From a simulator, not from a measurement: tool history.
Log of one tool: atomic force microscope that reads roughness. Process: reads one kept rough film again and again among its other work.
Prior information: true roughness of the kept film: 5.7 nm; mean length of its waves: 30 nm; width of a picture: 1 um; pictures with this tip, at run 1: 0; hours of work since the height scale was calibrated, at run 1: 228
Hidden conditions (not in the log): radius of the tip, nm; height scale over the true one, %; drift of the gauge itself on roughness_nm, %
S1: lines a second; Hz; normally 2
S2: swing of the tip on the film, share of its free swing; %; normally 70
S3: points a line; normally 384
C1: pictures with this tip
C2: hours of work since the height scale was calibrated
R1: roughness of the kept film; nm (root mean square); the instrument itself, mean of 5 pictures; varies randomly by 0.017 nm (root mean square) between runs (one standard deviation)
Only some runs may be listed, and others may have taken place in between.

run,hour,S1,S2,S3,C1,C2,R1
1,0,2,70,384,0,228,3.989
2,16.9,2,70,384,22,235,3.71
3,29.4,2,70,811,38,241,3.602
4,42.7,2,70,384,55,247,3.433
5,53,2,70,384,68,252,3.344
6,74.2,3.44,70,384,96,262,2.884
7,92.6,3.44,70,384,120,271,2.76
8,114.4,3.44,70,384,148,281,2.602
9,129.3,1.99,70,384,168,288,2.689
# hour 141.5: new tip fitted
10,153.9,1.99,70,384,16,299,3.828
11,173.1,1.99,70,384,41,308,3.636
12,189.4,1.99,70,384,62,315,3.427
13,199.5,0.85,70,384,76,320,3.551
14,218.1,0.85,70,384,100,328,3.342
15,231.5,0.85,70,384,117,335,3.237
16,247,1.1,70,384,137,342,3.062
17,267.5,1.1,81,384,164,351,2.782
# hour 282.3: new tip fitted
18,287.3,2,70,439,6,360,3.928
19,297.4,2,70,439,19,365,3.802
20,319.5,2,70,439,48,375,3.535
21,331.3,2,70,439,63,381,3.429
22,345.2,2,70,439,81,387,3.271
23,364.8,2,70,376,107,396,3.067
24,378.1,2,70,376,124,402,2.936
25,397.2,2,57,384,149,411,2.997
26,412,1.09,70,384,168,418,2.847
# hour 423: new tip fitted
27,433.7,1.09,70,384,14,428,4.075
28,443.8,2.45,72,723,27,433,3.579
29,454.5,2.45,72,723,41,438,3.454
30,467.7,2.44,56,723,58,444,3.626
31,487,0.94,68,788,83,453,3.448
32,502.9,1.96,70,443,104,460,3.075
33,526.7,2,87,977,135,471,2.513
34,547.7,1.18,70,384,162,481,2.807
# hour 564: new tip fitted
35,566.4,2.9,83,733,3,489,3.321
36,585.1,2.05,70,696,27,498,3.756

Run 37, settings as shown, results not yet in. Your forecast:
37,608.1,2.05,70,696,57,509,?

Run 37 yielded R1 3.453 nm (root mean square).
Take away the tool's hidden state, keep the run-to-run variation as it was, and the same run would have given R1 4.031 nm (root mean square).
